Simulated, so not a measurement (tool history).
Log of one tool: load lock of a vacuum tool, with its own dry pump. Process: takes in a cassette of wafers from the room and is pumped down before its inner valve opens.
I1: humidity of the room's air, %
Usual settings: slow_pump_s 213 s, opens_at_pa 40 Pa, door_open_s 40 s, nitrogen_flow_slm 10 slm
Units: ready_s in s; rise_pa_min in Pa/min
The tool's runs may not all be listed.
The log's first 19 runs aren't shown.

Run 20, hour 2261.4: usual settings but door_open_s 103 s; I1 42.8. Result: ready_s 261.8 s, rise_pa_min 0.15 Pa/min.
Run 21, hour 2365.6: usual settings but door_open_s 103 s; I1 47.9. Result: ready_s 263.4 s, rise_pa_min 0.154 Pa/min.
Run 22, hour 2483.3: usual settings but door_open_s 86 s; I1 46.9. Result: ready_s 263.9 s, rise_pa_min 0.154 Pa/min.
Run 23, hour 2603.3: usual settings but opens_at_pa 79 Pa, door_open_s 108 s; I1 43.7. Result: ready_s 258.3 s, rise_pa_min 0.161 Pa/min.
Run 24, hour 2731.2: usual settings but opens_at_pa 79 Pa, door_open_s 108 s; I1 46.7. Result: ready_s 258.4 s, rise_pa_min 0.158 Pa/min.
Run 25, hour 2811.5: usual settings but door_open_s 108 s, nitrogen_flow_slm 25 slm; I1 45.9. Result: ready_s 264.3 s, rise_pa_min 0.149 Pa/min.
Run 26, hour 2902.3: usual settings but door_open_s 108 s, nitrogen_flow_slm 5 slm; I1 41.7. Result: ready_s 264.9 s, rise_pa_min 0.163 Pa/min.
Run 27, hour 3024.6: usual settings but slow_pump_s 128 s, opens_at_pa 62 Pa, door_open_s 80 s, nitrogen_flow_slm 4 slm; I1 45.7. Result: ready_s 182.8 s, rise_pa_min 0.163 Pa/min.
Run 28, hour 3150.6: usual settings but slow_pump_s 128 s, opens_at_pa 62 Pa, door_open_s 80 s, nitrogen_flow_slm 4 slm; I1 42.5. Result: ready_s 183.4 s, rise_pa_min 0.152 Pa/min.
Run 29, hour 3244.9: usual settings but slow_pump_s 143 s, opens_at_pa 44 Pa, door_open_s 76 s, nitrogen_flow_slm 22 slm; I1 42.9. Result: ready_s 199.7 s, rise_pa_min 0.148 Pa/min.
Run 30, hour 3364.9: usual settings but slow_pump_s 143 s, opens_at_pa 44 Pa, door_open_s 76 s, nitrogen_flow_slm 22 slm; I1 43. Result: ready_s 201 s, rise_pa_min 0.146 Pa/min.
Run 31, hour 3527.4: usual settings but slow_pump_s 143 s, opens_at_pa 44 Pa, door_open_s 76 s, nitrogen_flow_slm 22 slm; I1 44.7. Result: ready_s 201.3 s, rise_pa_min 0.15 Pa/min.
Run 32, hour 3594.8: usual settings but slow_pump_s 268 s, opens_at_pa 41 Pa, door_open_s 53 s, nitrogen_flow_slm 13 slm; I1 48.6. Result: ready_s 313.2 s, rise_pa_min 0.156 Pa/min.
Run 33, hour 3667.3: usual settings but slow_pump_s 343 s, opens_at_pa 77 Pa, door_open_s 53 s, nitrogen_flow_slm 13 slm; I1 45.9. Result: ready_s 374.5 s, rise_pa_min 0.154 Pa/min.
Run 34, hour 3734.4: usual settings but slow_pump_s 343 s, opens_at_pa 77 Pa, door_open_s 53 s, nitrogen_flow_slm 13 slm; I1 45.2. Result: ready_s 374.4 s, rise_pa_min 0.149 Pa/min.
Run 35, hour 3847.7: usual settings but door_open_s 84 s; I1 41.5. Result: ready_s 263.5 s, rise_pa_min 0.164 Pa/min.
Run 36, hour 3956.6: usual settings but door_open_s 84 s; I1 45.4. Result: ready_s 264.4 s, rise_pa_min 0.174 Pa/min.
Run 37, hour 4119.5: usual settings but door_open_s 84 s; I1 42.5. Result: ready_s 264.8 s, rise_pa_min 0.17 Pa/min.

3 ways to go on from here, each from the tool as it stands after run 37. What would each give?
Run A, hour 4195: usual settings but door_open_s 42 s; I1 42.9. Result: ready_s ?, rise_pa_min ?.
Run B, hour 4195: usual settings but opens_at_pa 32 Pa, door_open_s 84 s; I1 46.7. Result: ready_s ?, rise_pa_min ?.
Run C, hour 4195: usual settings but door_open_s 190 s; I1 46. Result: ready_s ?, rise_pa_min ?.

run  ready_s  rise_pa_min
  A    263.8        0.151
  B    266.5        0.171
  C      263        0.198
Without the tool's hidden state the same runs would have given:
run  ready_s  rise_pa_min
  A    258.1        0.027
  B    260.3        0.048
  C    257.2        0.074
